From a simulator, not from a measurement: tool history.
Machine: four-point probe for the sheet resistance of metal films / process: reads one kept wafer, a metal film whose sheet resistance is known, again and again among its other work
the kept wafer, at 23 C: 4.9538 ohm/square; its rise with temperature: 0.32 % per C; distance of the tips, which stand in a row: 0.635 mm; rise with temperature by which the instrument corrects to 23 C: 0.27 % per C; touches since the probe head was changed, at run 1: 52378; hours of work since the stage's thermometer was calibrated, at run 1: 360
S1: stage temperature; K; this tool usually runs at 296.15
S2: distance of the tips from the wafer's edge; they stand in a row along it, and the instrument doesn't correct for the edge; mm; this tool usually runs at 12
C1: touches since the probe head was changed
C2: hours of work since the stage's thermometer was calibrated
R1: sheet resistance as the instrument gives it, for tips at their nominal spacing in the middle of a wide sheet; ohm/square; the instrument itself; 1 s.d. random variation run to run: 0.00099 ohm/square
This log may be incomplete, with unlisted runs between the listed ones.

run,hour,S1,S2,C1,C2,R1
1,0,296.15,12,52378,360,4.998987
2,13.2,296.15,25,52850,370,4.993931
3,29.5,296.15,25,53434,383,4.997022
4,50.3,296.15,25,54177,398,4.995171
5,61.4,296.15,25,54573,407,4.996614
6,83.6,296.15,9,55369,424,5.009948
7,101.9,307.15,12,56021,438,5.026183
8,121.2,296.15,12,56711,452,5.004292
9,144.1,296.15,12,57529,470,5.006482
10,159.5,296.15,12,58081,481,5.006873
11,173.1,291.15,12,58567,492,4.995392
12,199.5,291.15,12,59511,512,4.993986
13,221.7,291.15,12,60305,529,4.996793
14,238.7,296.15,12,60912,542,5.006636
15,261.3,296.15,12,61722,559,5.009897
# hour 273.1: new probe head fitted
16,277.4,296.15,12,152,570,4.926782
17,296.9,296.15,12,851,585,4.926542
18,318.5,296.15,12,1621,601,4.927721
19,345.1,296.15,12,2572,622,4.928184
20,372.4,296.15,12,3549,643,4.930413
21,393.3,296.15,12,4295,658,4.93007
22,412.5,296.15,12,4983,673,4.930789
23,426.1,296.15,12,5469,683,4.93244
24,448.8,296.15,12,6282,701,4.931472
25,462.5,296.15,12,6769,711,4.932183
26,479.4,293.15,10,7374,724,4.928642
27,491.6,296.15,4,7812,733,4.991984
28,514.9,307.15,35,8645,751,4.950845
29,537.2,307.15,35,9441,768,4.950467
30,555.8,307.15,35,10107,782,4.952759
31,578,295.15,10,10901,799,4.938756
32,596.3,295.15,10,11553,813,4.93795
33,609.2,297.15,15,12016,823,4.937287
34,623.2,293.15,15,12515,833,4.929853
35,635.2,294.15,23,12945,842,4.93105
36,661.7,294.15,23,13893,862,4.930846
37,685.5,294.15,12,14744,881,4.937779
38,704.2,294.15,12,15413,895,4.936776
39,731.4,308.15,63,16385,915,4.961433
40,753.4,296.15,3,17170,932,5.050717
41,773.8,292.15,28,17899,948,4.928406
42,794.5,297.15,14,18641,963,4.943831
43,815.2,300.15,18,19383,979,4.9492
44,840.3,307.15,11,20279,998,4.970177
45,856.3,297.15,8,20851,1010,4.958976

How the hidden state differs across the entries between the runs, from the last listed run before each to the first after it:
Runs 15 to 16: new probe head fitted (hour 273.1)
  inner tips' distance over the nominal, %: 0.839 -> -0.706; tips' flats over new ones', %: 72 -> 0
  measured result minus the result with no hidden state, R1: +0.047997 -> -0.034933 ohm/square
